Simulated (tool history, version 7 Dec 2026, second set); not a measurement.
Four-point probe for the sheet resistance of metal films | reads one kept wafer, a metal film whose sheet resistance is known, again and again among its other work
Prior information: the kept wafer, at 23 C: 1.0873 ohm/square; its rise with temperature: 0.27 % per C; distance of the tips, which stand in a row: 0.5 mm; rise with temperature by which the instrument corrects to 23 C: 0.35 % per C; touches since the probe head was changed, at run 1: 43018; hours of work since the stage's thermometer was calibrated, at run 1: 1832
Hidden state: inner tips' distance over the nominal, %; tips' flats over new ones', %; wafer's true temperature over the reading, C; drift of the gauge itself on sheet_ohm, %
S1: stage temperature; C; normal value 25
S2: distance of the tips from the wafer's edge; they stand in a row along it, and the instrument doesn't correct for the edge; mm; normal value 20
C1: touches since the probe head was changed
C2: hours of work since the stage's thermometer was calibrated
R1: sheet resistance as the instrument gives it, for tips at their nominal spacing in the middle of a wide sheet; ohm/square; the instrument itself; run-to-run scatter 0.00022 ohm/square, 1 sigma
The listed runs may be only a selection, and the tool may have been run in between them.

| run | day | S1 | S2 | C1 | C2 | R1 |
|---|---|---|---|---|---|---|
| 1 | 0 | 25 | 20 | 43018 | 1832 | 1.0905 |
| 2 | 2.821 | 25 | 20 | 43925 | 1876 | 1.090646 |
| 3 | 6.488 | 20 | 20 | 45102 | 1933 | 1.094867 |
| 4 | 9.571 | 25 | 20 | 46093 | 1981 | 1.09108 |
| 5 | 12.596 | 25 | 20 | 47065 | 2028 | 1.090772 |
|  | 15.979 | stage's thermometer calibrated |
| 6 | 16.479 | 25 | 20 | 48306 | 8 | 1.09163 |
| 7 | 20 | 25 | 20 | 49437 | 63 | 1.092048 |
| 8 | 22.15 | 25 | 20 | 50128 | 96 | 1.091489 |
| 9 | 24.746 | 25 | 6 | 50962 | 136 | 1.095417 |
| 10 | 27.592 | 25 | 6 | 51875 | 181 | 1.09575 |
| 11 | 30.267 | 25 | 6 | 52735 | 222 | 1.095501 |
| 12 | 34.696 | 25 | 6 | 54158 | 291 | 1.096007 |
| 13 | 39.754 | 25 | 6 | 55783 | 370 | 1.096111 |
|  | 40.604 | stage's thermometer calibrated, once more |
| 14 | 43.604 | 25 | 29 | 57013 | 47 | 1.089476 |
| 15 | 47.879 | 25 | 29 | 58387 | 113 | 1.089203 |
| 16 | 51.167 | 25 | 29 | 59444 | 164 | 1.089666 |
| 17 | 54.85 | 25 | 29 | 60626 | 222 | 1.089449 |
| 18 | 57.512 | 31 | 31 | 61481 | 263 | 1.085058 |
| 19 | 60.121 | 31 | 31 | 62320 | 304 | 1.08486 |
| 20 | 62.804 | 19 | 21 | 63182 | 345 | 1.094673 |
| 21 | 67.817 | 29 | 20 | 64791 | 423 | 1.0869 |
| 22 | 72.208 | 29 | 20 | 66203 | 492 | 1.087261 |
| 23 | 74.721 | 30 | 7 | 67009 | 531 | 1.089032 |
| 24 | 77.088 | 21 | 46 | 67770 | 567 | 1.093199 |
| 25 | 79.342 | 31 | 46 | 68495 | 603 | 1.085617 |
| 26 | 82.367 | 31 | 46 | 69466 | 650 | 1.085662 |

Branching from run 26: 5 alternative next runs. What would each branch give?
| A | 86.283 | 24 | 46 | 70724 | 710 | ? |
| B | 86.283 | 28 | 3 | 70724 | 710 | ? |
| C | 86.283 | 28 | 50 | 70724 | 710 | ? |
| D | 86.283 | 22 | 6 | 70724 | 710 | ? |
| E | 86.283 | 23 | 29 | 70724 | 710 | ? |

| run | R1 |
|---|---|
| A | 1.091299 |
| B | 1.10451 |
| C | 1.088274 |
| D | 1.096622 |
| E | 1.091901 |
What these runs would have given with no unlogged condition in the tool:
| run | R1 |
|---|---|
| A | 1.086629 |
| B | 1.099794 |
| C | 1.083623 |
| D | 1.091926 |
| E | 1.087226 |
